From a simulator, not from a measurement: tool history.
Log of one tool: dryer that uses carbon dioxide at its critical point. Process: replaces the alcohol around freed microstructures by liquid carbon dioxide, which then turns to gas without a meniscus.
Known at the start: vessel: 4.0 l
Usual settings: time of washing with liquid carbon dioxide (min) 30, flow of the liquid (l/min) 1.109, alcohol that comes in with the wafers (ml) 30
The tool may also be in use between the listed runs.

| run | hour | time of washing with liquid carbon dioxide (min) | flow of the liquid (l/min) | alcohol that comes in with the wafers (ml) | alcohol left in the vessel before it's heated (ppm by volume) |
|---|---|---|---|---|---|
| 1 | 0.0 | 30 | 1.109 | 30 | 76 |
| 2 | 16.9 | 30 | 1.109 | 30 | 90 |
| 3 | 32.8 | 30 | 0.800 | 30 | 101 |
| 4 | 54.8 | 30 | 0.800 | 30 | 114 |
| 5 | 73.9 | 30 | 1.109 | 30 | 98 |
| 6 | 93.0 | 30 | 1.109 | 82 | 94 |
| 7 | 114.1 | 30 | 1.109 | 82 | 93 |
| 8 | 136.3 | 30 | 1.109 | 74 | 95 |
| 9 | 154.5 | 30 | 1.109 | 74 | 106 |
| 10 | 164.2 | 30 | 1.109 | 74 | 106 |
| 11 | 181.6 | 30 | 1.109 | 74 | 108 |
| 12 | 197.2 | 30 | 1.109 | 30 | 99 |
| 13 | 210.9 | 30 | 1.710 | 20 | 99 |
| 14 | 232.0 | 30 | 1.140 | 30 | 96 |
| 15 | 246.6 | 30 | 1.020 | 103 | 126 |
| 16 | 263.8 | 37 | 1.109 | 30 | 101 |
| 17 | 275.4 | 28 | 1.109 | 30 | 110 |
| 18 | 288.4 | 28 | 1.109 | 30 | 116 |
| 19 | 309.6 | 34 | 1.109 | 30 | 108 |
| 20 | 323.1 | 34 | 1.109 | 30 | 112 |
| 21 | 344.5 | 29 | 1.030 | 109 | 132 |
| 22 | 355.1 | 19 | 1.070 | 109 | 345 |
| 23 | 374.2 | 30 | 1.770 | 30 | 115 |
| 24 | 390.0 | 30 | 1.770 | 30 | 111 |

Forecast each of these 4 alternatives for the next run:
| A | 404.6 | 30 | 1.109 | 106 | ? |
| B | 404.6 | 30 | 0.880 | 30 | ? |
| C | 404.6 | 30 | 1.310 | 30 | ? |
| D | 404.6 | 30 | 1.109 | 110 | ? |

| run | alcohol left in the vessel before it's heated (ppm by volume) |
|---|---|
| A | 129 |
| B | 133 |
| C | 112 |
| D | 129 |
Without the tool's hidden state the same runs would have given:
| run | alcohol left in the vessel before it's heated (ppm by volume) |
|---|---|
| A | 13 |
| B | 20 |
| C | 1 |
| D | 16 |
